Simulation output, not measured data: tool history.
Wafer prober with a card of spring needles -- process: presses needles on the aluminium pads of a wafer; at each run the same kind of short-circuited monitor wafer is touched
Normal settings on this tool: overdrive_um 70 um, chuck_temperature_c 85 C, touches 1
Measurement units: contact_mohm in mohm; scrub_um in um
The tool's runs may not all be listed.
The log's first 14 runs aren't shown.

run	hour	overdrive_um	chuck_temperature_c	touches	contact_mohm	scrub_um
# hour 171.7: tips cleaned on abrasive film
15	172.5	53	85	1	190	13.24
# hour 181.8: tips cleaned on abrasive film
16	185.0	70	85	1	187	17.58
# hour 191.4: tips cleaned on abrasive film
17	198.0	73	39	2	177	18.40
# hour 201.8: tips cleaned on abrasive film
18	207.2	73	39	2	180	18.51
# hour 211.6: tips cleaned on abrasive film
19	217.0	70	39	1	185	17.39
# hour 221.3: tips cleaned on abrasive film
20	227.4	70	29	1	188	17.76
# hour 230.9: tips cleaned on abrasive film
# hour 241.6: tips cleaned on abrasive film
21	243.2	70	46	1	173	17.53
22	251.0	70	26	2	180	17.61
# hour 252.4: tips cleaned on abrasive film
# hour 262.0: tips cleaned on abrasive film
23	266.7	88	49	1	175	21.96
# hour 272.0: tips cleaned on abrasive film
24	278.2	70	26	1	191	17.64
# hour 282.3: tips cleaned on abrasive film
25	288.5	69	85	1	200	17.01
# hour 292.4: tips cleaned on abrasive film
26	298.0	51	84	1	227	12.53
# hour 302.7: tips cleaned on abrasive film
27	310.7	51	84	1	237	12.32
# hour 313.1: tips cleaned on abrasive film
# hour 323.0: tips cleaned on abrasive film
28	325.5	51	46	1	202	12.37
# hour 333.1: tips cleaned on abrasive film
29	335.2	87	60	1	172	21.73
# hour 343.3: tips cleaned on abrasive film
30	347.5	70	64	2	180	17.39
# hour 353.1: tips cleaned on abrasive film
31	362.2	70	64	2	190	17.42
# hour 363.6: tips cleaned on abrasive film
# hour 374.0: tips cleaned on abrasive film
32	379.1	70	64	2	181	17.15

Here are 4 independent what-if runs from the current tool condition. What would each one return?
# hour 383.7: tips cleaned on abrasive film
A	386.2	70	85	2	?	?
# hour 383.7: tips cleaned on abrasive film
B	386.2	68	64	2	?	?
# hour 383.7: tips cleaned on abrasive film
C	386.2	70	64	2	?	?
# hour 383.7: tips cleaned on abrasive film
D	386.2	70	54	2	?	?

run	contact_mohm	scrub_um
A	178	17.28
B	179	16.84
C	177	17.29
D	175	17.08
Had the tool no hidden state, the same runs would have come out as:
run	contact_mohm	scrub_um
A	168	18.42
B	168	17.98
C	167	18.43
D	165	18.21
